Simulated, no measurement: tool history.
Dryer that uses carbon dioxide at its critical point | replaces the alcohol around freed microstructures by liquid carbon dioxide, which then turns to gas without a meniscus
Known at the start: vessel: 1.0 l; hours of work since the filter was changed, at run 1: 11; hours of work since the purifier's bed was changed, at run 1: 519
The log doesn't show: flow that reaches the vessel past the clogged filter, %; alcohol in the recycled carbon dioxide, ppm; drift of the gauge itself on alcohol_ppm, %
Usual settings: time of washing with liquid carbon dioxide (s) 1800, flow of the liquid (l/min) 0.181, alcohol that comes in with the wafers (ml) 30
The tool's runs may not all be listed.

run	day	time of washing with liquid carbon dioxide (s)	flow of the liquid (l/min)	alcohol that comes in with the wafers (ml)	hours of work since the filter was changed	hours of work since the purifier's bed was changed	alcohol left in the vessel before it's heated (ppm by volume)
1	0.000	1800	0.181	30	11	519	358
2	1.633	1800	0.181	30	38	545	365
# day 2.442: purifier's bed changed
3	3.458	2820	0.181	30	66	17	27
4	4.742	1800	0.181	31	86	37	329
5	6.033	1800	0.181	31	107	59	347
6	7.467	1380	0.181	30	131	82	960
7	9.850	1380	0.296	30	170	121	114
8	10.958	1800	0.181	30	188	139	374
9	12.829	1800	0.181	77	218	169	964
10	14.992	1800	0.181	77	253	204	1034
11	17.596	1800	0.181	30	296	247	428
12	19.712	1800	0.181	26	330	281	388
13	21.588	1800	0.181	30	361	312	458
14	23.929	1800	0.181	30	399	350	493
# day 24.712: inlet filter changed
15	26.096	1800	0.181	30	23	385	332
16	27.188	1800	0.181	30	40	402	349
17	28.454	1800	0.181	30	61	423	352
18	30.312	1800	0.181	30	91	453	369
19	32.729	1800	0.181	30	131	493	400
20	34.788	2820	0.181	30	164	526	97
21	36.358	2820	0.181	30	190	552	100
# day 36.896: purifier's bed changed
22	38.346	1800	0.142	30	220	24	1006
23	39.542	1800	0.181	30	239	43	392
24	40.842	1800	0.181	30	261	64	398
25	42.188	2580	0.230	21	283	86	25
26	43.471	2580	0.230	21	303	107	31
27	45.633	2880	0.301	31	339	142	17
28	47.429	2880	0.146	20	368	172	114
29	48.496	1800	0.198	83	385	189	851
# day 50.208: inlet filter changed
30	50.871	1740	0.235	93	11	227	290
31	52.712	1800	0.149	109	41	257	2589
32	55.088	1800	0.149	109	79	296	2668
33	56.767	1920	0.149	113	107	323	2292
34	58.029	2340	0.220	34	127	343	68
35	60.196	2340	0.173	34	163	379	187
36	61.625	2340	0.173	34	186	402	200
37	63.346	2280	0.174	30	214	430	190
38	65.725	2280	0.268	30	253	469	69
39	67.317	1080	0.111	23	279	495	4730
40	68.550	1080	0.111	23	299	515	4721
41	70.904	1440	0.204	66	337	553	1462
# day 71.221: purifier's bed changed
42	73.433	1620	0.233	30	376	36	226
# day 75.788: inlet filter changed
43	75.938	1500	0.181	21	2	76	433
44	78.125	2760	0.145	61	38	112	226
45	80.779	1980	0.222	61	81	155	138
46	82.671	1980	0.222	61	112	186	142

Measured less the same run without the tool's hidden state. The same run-to-run variation is in both; the gauge's scatter may not be:
run	alcohol left in the vessel before it's heated (ppm by volume)
1	+71
2	+80
3	+5
4	+42
5	+52
6	+126
7	+38
8	+91
9	+246
10	+299
11	+152
12	+152
13	+189
14	+218
15	+56
16	+65
17	+75
18	+88
19	+113
20	+66
21	+71
22	+201
23	+106
24	+115
25	+13
26	+16
27	+16
28	+59
29	+366
30	+35
31	+173
32	+284
33	+327
34	+44
35	+75
36	+82
37	+90
38	+55
39	+639
40	+678
41	+519
42	+101
43	+16
44	+29
45	+36
46	+45
